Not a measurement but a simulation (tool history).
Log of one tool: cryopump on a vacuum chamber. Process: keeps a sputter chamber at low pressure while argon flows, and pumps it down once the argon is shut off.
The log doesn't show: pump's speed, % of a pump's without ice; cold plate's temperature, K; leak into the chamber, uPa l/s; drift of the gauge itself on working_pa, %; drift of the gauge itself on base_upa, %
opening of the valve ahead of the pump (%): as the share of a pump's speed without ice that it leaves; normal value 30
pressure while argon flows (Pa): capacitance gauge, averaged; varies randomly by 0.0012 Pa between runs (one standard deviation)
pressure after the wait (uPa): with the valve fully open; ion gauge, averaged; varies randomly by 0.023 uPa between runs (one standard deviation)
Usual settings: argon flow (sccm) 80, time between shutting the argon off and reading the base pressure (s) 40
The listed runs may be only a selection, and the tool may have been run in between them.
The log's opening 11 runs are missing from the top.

run   hour  argon flow (sccm)  time between shutting the argon off and reading the base pressure (s)  opening of the valve ahead of the pump (%)  hours of work since the pump was warmed up and emptied  hours of work since the cold head was overhauled  hours of work since the chamber's fittings were tightened  pressure while argon flows (Pa)  pressure after the wait (uPa)
 12  214.5                 80                                                                     40                                          23                                                     248                                               651                                                        855                           0.3838                           2.08
 13  242.2                 80                                                                     40                                          23                                                     262                                               665                                                        869                           0.3860                           2.17
 14  261.4                 80                                                                     40                                          23                                                     272                                               675                                                        879                           0.3883                           2.21
 15  274.9                 80                                                                     40                                          30                                                     279                                               682                                                        886                           0.3066                           2.14
 16  287.9                 80                                                                     40                                          30                                                     285                                               688                                                        892                           0.3062                           2.20
 17  308.2                 80                                                                     40                                          38                                                     296                                               699                                                        903                           0.2498                           2.34
 18  338.2                 80                                                                     40                                          38                                                     311                                               714                                                        918                           0.2523                           2.24
 19  350.3                 34                                                                     60                                          38                                                     317                                               720                                                        924                           0.1069                           2.12
 20  370.3                 34                                                                     60                                          58                                                     327                                               731                                                        934                           0.0750                           2.16
 21  395.1                 34                                                                     60                                          58                                                     340                                               743                                                        947                           0.0765                           2.16
 22  424.7                 34                                                                     60                                          58                                                     355                                               758                                                        962                           0.0767                           2.22
 23  449.9                111                                                                    283                                          30                                                     368                                               771                                                        975                           0.4436                           1.99
 24  468.3                 65                                                                    180                                          51                                                     377                                               781                                                        985                           0.1667                           2.08
     482.0  -- pump warmed up, emptied and cooled again
 25  493.3                 65                                                                    180                                          51                                                       6                                               791                                                        995                           0.1311                           1.42
 26  520.4                 33                                                                    181                                          30                                                      20                                               805                                                       1009                           0.1136                           1.49
 27  534.2                 69                                                                     67                                          16                                                      27                                               812                                                       1016                           0.4470                           1.75
 28  553.6                 69                                                                     67                                          16                                                      37                                               822                                                       1026                           0.4480                           1.74
 29  572.6                 69                                                                     67                                          16                                                      46                                               831                                                       1035                           0.4511                           1.69
 30  599.9                 46                                                                     26                                          39                                                      60                                               845                                                       1049                           0.1243                           2.33
 31  616.0                121                                                                     28                                          42                                                      68                                               853                                                       1057                           0.3053                           2.38
 32  628.6                121                                                                     28                                          42                                                      75                                               860                                                       1064                           0.3091                           2.37
 33  658.6                121                                                                     28                                          42                                                      90                                               875                                                       1079                           0.3079                           2.30
 34  685.5                 73                                                                     25                                          40                                                     104                                               889                                                       1093                           0.1973                           2.54

Each row is a separate what-if for the run after 34, all from the same tool condition, not one after another. Results?
  A  705.9                121                                                                     21                                          30                                                     114                                               899                                                       1103                                ?                              ?
  B  705.9                 80                                                                     40                                          19                                                     114                                               899                                                       1103                                ?                              ?
  C  705.9                 33                                                                     25                                          40                                                     114                                               899                                                       1103                                ?                              ?

run  pressure while argon flows (Pa)  pressure after the wait (uPa)
  A                           0.4271                           2.82
  B                           0.4455                           2.13
  C                           0.0894                           2.51
Stripped of hidden state, with their random variation kept, the same runs would have yielded:
run  pressure while argon flows (Pa)  pressure after the wait (uPa)
  A                           0.4120                           1.43
  B                           0.4355                           0.79
  C                           0.0852                           1.17
